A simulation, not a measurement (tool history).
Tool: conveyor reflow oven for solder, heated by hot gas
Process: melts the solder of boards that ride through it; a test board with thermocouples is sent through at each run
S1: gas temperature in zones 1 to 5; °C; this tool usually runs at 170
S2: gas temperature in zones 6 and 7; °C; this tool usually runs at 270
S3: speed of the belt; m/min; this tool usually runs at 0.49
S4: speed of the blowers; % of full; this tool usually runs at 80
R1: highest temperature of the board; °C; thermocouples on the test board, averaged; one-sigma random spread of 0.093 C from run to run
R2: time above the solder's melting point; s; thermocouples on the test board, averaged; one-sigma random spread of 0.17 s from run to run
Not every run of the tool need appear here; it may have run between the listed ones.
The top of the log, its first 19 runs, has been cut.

run   hour   S1   S2     S3  S4      R1     R2
 20  271.5  170  270  0.483  80  260.77   81.8
 21  291.2  181  281  0.414  80  275.66  110.6
 22  308.9  170  268  0.501  80  257.91   76.7
 23  317.4  170  268  0.501  80  258.01   76.7
 24  333.8  179  270  0.395  80     266    110
 25  346.8  179  270  0.395  80  265.72  109.5
 26  355.6  179  263  0.395  80  259.03    105
 27  368.5  174  279  0.423  83  273.13  103.9
 28  388.2  174  260  0.423  58  250.89   86.6
 29  397.3  164  261   0.49  80  251.23   70.9
 30  411.3  182  263  0.415  81  258.65  100.9

Below are 5 alternative next runs, each starting from the tool's condition after run 30. Predict each:
  A  422.7  185  263  0.415  81   ?   ?
  B  422.7  182  270  0.571  84   ?   ?
  C  422.7  182  281  0.543  81   ?   ?
  D  422.7  179  270   0.49  78   ?   ?
  E  422.7  182  263  0.415  87   ?   ?

run      R1     R2
  A  258.89  102.8
  B  258.88   71.3
  C  269.39   81.4
  D  261.19   84.2
  E  259.12  101.6
The same runs, with their run-to-run variation unchanged, on a tool lacking any hidden condition would have given:
run      R1     R2
  A  257.95  102.2
  B  258.42     71
  C   268.9     81
  D  260.53   83.8
  E  258.18  101.1

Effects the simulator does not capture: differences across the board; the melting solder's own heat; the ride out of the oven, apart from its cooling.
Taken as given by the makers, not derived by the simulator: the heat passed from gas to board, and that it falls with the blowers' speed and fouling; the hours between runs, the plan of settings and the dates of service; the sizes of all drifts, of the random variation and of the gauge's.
